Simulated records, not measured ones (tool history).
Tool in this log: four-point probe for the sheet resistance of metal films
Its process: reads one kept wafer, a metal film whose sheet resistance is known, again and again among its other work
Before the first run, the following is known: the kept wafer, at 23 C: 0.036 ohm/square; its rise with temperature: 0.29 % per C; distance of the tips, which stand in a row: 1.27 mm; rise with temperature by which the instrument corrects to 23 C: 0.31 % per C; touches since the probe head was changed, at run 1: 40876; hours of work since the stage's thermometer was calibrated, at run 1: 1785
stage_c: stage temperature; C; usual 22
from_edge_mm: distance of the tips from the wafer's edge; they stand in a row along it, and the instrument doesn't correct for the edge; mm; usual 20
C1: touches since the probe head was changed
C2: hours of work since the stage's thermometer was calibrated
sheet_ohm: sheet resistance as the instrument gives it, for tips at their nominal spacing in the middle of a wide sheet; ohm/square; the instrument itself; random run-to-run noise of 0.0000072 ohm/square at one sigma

Run 1, hour 0: usual settings; C1 40876; C2 1785. Result: sheet_ohm 0.036085 ohm/square.
Run 2, hour 65.8: usual settings; C1 41997; C2 1813. Result: sheet_ohm 0.036059 ohm/square.
Run 3, hour 119.4: usual settings; C1 42911; C2 1837. Result: sheet_ohm 0.036071 ohm/square.
Run 4, hour 149.8: usual settings; C1 43430; C2 1850. Result: sheet_ohm 0.036078 ohm/square.
Run 5, hour 209.3: usual settings but stage_c 34 C; C1 44443; C2 1875. Result: sheet_ohm 0.036013 ohm/square.
Run 6, hour 258.2: usual settings but stage_c 34 C; C1 45276; C2 1897. Result: sheet_ohm 0.036022 ohm/square.
Run 7, hour 321.3: usual settings but stage_c 34 C; C1 46353; C2 1924. Result: sheet_ohm 0.036004 ohm/square.
Run 8, hour 376.8: usual settings but stage_c 34 C; C1 47298; C2 1948. Result: sheet_ohm 0.036006 ohm/square.
Run 9, hour 436.9: usual settings but stage_c 34 C; C1 48322; C2 1974. Result: sheet_ohm 0.036004 ohm/square.
Run 10, hour 495.1: usual settings but from_edge_mm 47 mm; C1 49315; C2 1999. Result: sheet_ohm 0.036018 ohm/square.
Run 11, hour 530.3: usual settings; C1 49914; C2 2014. Result: sheet_ohm 0.036068 ohm/square.
Run 12, hour 559: usual settings; C1 50403; C2 2026. Result: sheet_ohm 0.036075 ohm/square.
Run 13, hour 589.7: usual settings; C1 50927; C2 2040. Result: sheet_ohm 0.036061 ohm/square.
Run 14, hour 636.7: usual settings; C1 51726; C2 2060. Result: sheet_ohm 0.036089 ohm/square.
Run 15, hour 672.6: usual settings; C1 52339; C2 2075. Result: sheet_ohm 0.036071 ohm/square.
Run 16, hour 710.5: usual settings; C1 52985; C2 2092. Result: sheet_ohm 0.036074 ohm/square.
Run 17, hour 771.1: usual settings but stage_c 21 C, from_edge_mm 28 mm; C1 54017; C2 2118. Result: sheet_ohm 0.036028 ohm/square.
Run 18, hour 813.6: usual settings but stage_c 21 C, from_edge_mm 28 mm; C1 54742; C2 2136. Result: sheet_ohm 0.036031 ohm/square.
Run 19, hour 862.2: usual settings but stage_c 20 C, from_edge_mm 28 mm; C1 55569; C2 2157. Result: sheet_ohm 0.036043 ohm/square.
Run 20, hour 919.6: usual settings but stage_c 20 C, from_edge_mm 28 mm; C1 56548; C2 2182. Result: sheet_ohm 0.036053 ohm/square.
Run 21, hour 947.6: usual settings but stage_c 31 C, from_edge_mm 17 mm; C1 57025; C2 2194. Result: sheet_ohm 0.036049 ohm/square.
Run 22, hour 982.1: usual settings but stage_c 27 C, from_edge_mm 4 mm; C1 57613; C2 2209. Result: sheet_ohm 0.03781 ohm/square.
Run 23, hour 1035.5: usual settings but stage_c 27 C, from_edge_mm 4 mm; C1 58523; C2 2232. Result: sheet_ohm 0.037811 ohm/square.
Run 24, hour 1087.7: usual settings but stage_c 35 C, from_edge_mm 12 mm; C1 59413; C2 2255. Result: sheet_ohm 0.036131 ohm/square.
Run 25, hour 1114.8: usual settings but from_edge_mm 41 mm; C1 59876; C2 2266. Result: sheet_ohm 0.036015 ohm/square.
Run 26, hour 1142.2: usual settings but stage_c 20 C, from_edge_mm 14 mm; C1 60343; C2 2278. Result: sheet_ohm 0.036155 ohm/square.
Run 27, hour 1202.6: usual settings but from_edge_mm 16 mm; C1 61372; C2 2304. Result: sheet_ohm 0.036103 ohm/square.
Run 28, hour 1241.5: usual settings but stage_c 26 C; C1 62034; C2 2321. Result: sheet_ohm 0.036053 ohm/square.
Run 29, hour 1270.7: usual settings but stage_c 26 C; C1 62533; C2 2334. Result: sheet_ohm 0.036055 ohm/square.
Run 30, hour 1319.5: usual settings but from_edge_mm 5 mm; C1 63363; C2 2355. Result: sheet_ohm 0.037199 ohm/square.
Run 31, hour 1349.4: usual settings but from_edge_mm 5 mm; C1 63873; C2 2368. Result: sheet_ohm 0.037201 ohm/square.
Run 32, hour 1396.4: usual settings but stage_c 33 C, from_edge_mm 7 mm; C1 64674; C2 2388. Result: sheet_ohm 0.036544 ohm/square.

Measured less the same run without the tool's hidden state. The same run-to-run variation is in both; the gauge's scatter may not be:
Hidden state at play: inner tips' distance over the nominal, %; tips' flats over new ones', %; wafer's true temperature over the reading, C; drift of the gauge itself on sheet_ohm, %.
run  sheet_ohm
  1  -0.000004
  2  -0.000005
  3  -0.000005
  4  -0.000006
  5  -0.000007
  6  -0.000008
  7  -0.000008
  8  -0.000009
  9  -0.000009
 10  -0.000009
 11  -0.000009
 12  -0.000009
 13   -0.00001
 14   -0.00001
 15   -0.00001
 16   -0.00001
 17   -0.00001
 18  -0.000011
 19  -0.000012
 20  -0.000012
 21  -0.000014
 22  -0.000014
 23  -0.000014
 24  -0.000015
 25  -0.000014
 26  -0.000014
 27  -0.000015
 28  -0.000016
 29  -0.000016
 30  -0.000016
 31  -0.000017
 32  -0.000018

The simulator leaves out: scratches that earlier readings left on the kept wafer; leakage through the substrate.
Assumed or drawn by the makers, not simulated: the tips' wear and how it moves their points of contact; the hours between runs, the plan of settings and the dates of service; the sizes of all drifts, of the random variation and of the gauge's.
